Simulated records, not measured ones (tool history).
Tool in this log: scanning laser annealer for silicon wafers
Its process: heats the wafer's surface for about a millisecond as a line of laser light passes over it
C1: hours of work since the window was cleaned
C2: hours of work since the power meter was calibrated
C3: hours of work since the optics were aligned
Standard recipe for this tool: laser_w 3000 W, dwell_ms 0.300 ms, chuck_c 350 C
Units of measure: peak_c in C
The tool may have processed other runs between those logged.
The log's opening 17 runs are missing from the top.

Run 18, hour 321.0: usual settings; C1 90; C2 836; C3 570. Result: peak_c 1112 C.
Run 19, hour 344.9: usual settings; C1 106; C2 852; C3 586. Result: peak_c 1111 C.
Run 20, hour 362.2: usual settings; C1 117; C2 863; C3 597. Result: peak_c 1109 C.
Run 21, hour 391.3: usual settings but laser_w 2638 W, chuck_c 366 C; C1 136; C2 882; C3 616. Result: peak_c 1037 C.
Run 22, hour 417.7: usual settings but laser_w 2757 W, chuck_c 366 C; C1 153; C2 899; C3 633. Result: peak_c 1071 C.
Run 23, hour 444.8: usual settings but dwell_ms 0.252 ms, chuck_c 339 C; C1 171; C2 917; C3 651. Result: peak_c 1023 C.
Run 24, hour 461.0: usual settings but dwell_ms 0.252 ms, chuck_c 339 C; C1 181; C2 928; C3 662. Result: peak_c 1026 C.
Run 25, hour 487.3: usual settings but laser_w 2867 W, dwell_ms 0.252 ms, chuck_c 365 C; C1 199; C2 945; C3 679. Result: peak_c 1021 C.
Run 26, hour 503.4: usual settings but laser_w 3175 W, chuck_c 365 C; C1 209; C2 955; C3 689. Result: peak_c 1162 C.
Run 27, hour 529.3: usual settings but laser_w 2809 W, dwell_ms 0.343 ms, chuck_c 335 C; C1 226; C2 972; C3 706. Result: peak_c 1100 C.
Run 28, hour 550.3: usual settings but laser_w 2768 W, dwell_ms 0.276 ms, chuck_c 325 C; C1 240; C2 986; C3 720. Result: peak_c 993 C.
Run 29, hour 570.9: usual settings but laser_w 2984 W, dwell_ms 0.371 ms, chuck_c 325 C; C1 253; C2 999; C3 733. Result: peak_c 1172 C.
Run 30, hour 593.9: usual settings but laser_w 2764 W, dwell_ms 0.297 ms, chuck_c 379 C; C1 268; C2 1014; C3 748. Result: peak_c 1077 C.
Run 31, hour 608.4: usual settings but laser_w 3136 W, dwell_ms 0.352 ms; C1 277; C2 1023; C3 758. Result: peak_c 1205 C.
Run 32, hour 630.2: usual settings but laser_w 3218 W, dwell_ms 0.323 ms, chuck_c 362 C; C1 292; C2 1038; C3 772. Result: peak_c 1200 C.
At hour 652.6: optics aligned, line set to its width.
Run 33, hour 663.5: usual settings but laser_w 3218 W, dwell_ms 0.323 ms, chuck_c 362 C; C1 310; C2 1056; C3 7. Result: peak_c 1204 C.
Run 34, hour 681.3: usual settings but laser_w 3006 W, dwell_ms 0.293 ms, chuck_c 341 C; C1 322; C2 1068; C3 19. Result: peak_c 1093 C.
Run 35, hour 695.5: usual settings but laser_w 2834 W, dwell_ms 0.239 ms, chuck_c 372 C; C1 331; C2 1077; C3 28. Result: peak_c 1005 C.
Run 36, hour 715.7: usual settings but laser_w 2834 W, dwell_ms 0.239 ms, chuck_c 372 C; C1 344; C2 1090; C3 41. Result: peak_c 1004 C.
Run 37, hour 740.1: usual settings but laser_w 2808 W, dwell_ms 0.239 ms, chuck_c 362 C; C1 360; C2 1106; C3 57. Result: peak_c 988 C.
Run 38, hour 760.9: usual settings but laser_w 2764 W, dwell_ms 0.239 ms, chuck_c 362 C; C1 373; C2 1120; C3 71. Result: peak_c 982 C.
Run 39, hour 779.9: usual settings but laser_w 3048 W, dwell_ms 0.346 ms, chuck_c 343 C; C1 386; C2 1132; C3 83. Result: peak_c 1176 C.
Run 40, hour 806.0: usual settings but laser_w 2611 W, dwell_ms 0.236 ms, chuck_c 323 C; C1 403; C2 1149; C3 100. Result: peak_c 906 C.

Predict each of these 5 candidate next runs independently; none follows another, all start after run 40:
Run A, hour 830.0: usual settings but laser_w 2553 W, dwell_ms 0.322 ms, chuck_c 323 C; C1 418; C2 1165; C3 116. Result: peak_c ?.
Run B, hour 830.0: usual settings but laser_w 2611 W, dwell_ms 0.293 ms, chuck_c 310 C; C1 418; C2 1165; C3 116. Result: peak_c ?.
Run C, hour 830.0: usual settings but laser_w 2611 W, dwell_ms 0.332 ms, chuck_c 323 C; C1 418; C2 1165; C3 116. Result: peak_c ?.
Run D, hour 830.0: usual settings but chuck_c 373 C; C1 418; C2 1165; C3 116. Result: peak_c ?.
Run E, hour 830.0: usual settings but laser_w 2611 W, dwell_ms 0.219 ms, chuck_c 381 C; C1 418; C2 1165; C3 116. Result: peak_c ?.

run  peak_c
  A     999
  B     964
  C    1029
  D    1129
  E     940
With the hidden condition removed and each run's random variation left untouched, the same runs would have given:
run  peak_c
  A    1015
  B     980
  C    1046
  D    1146
  E     953
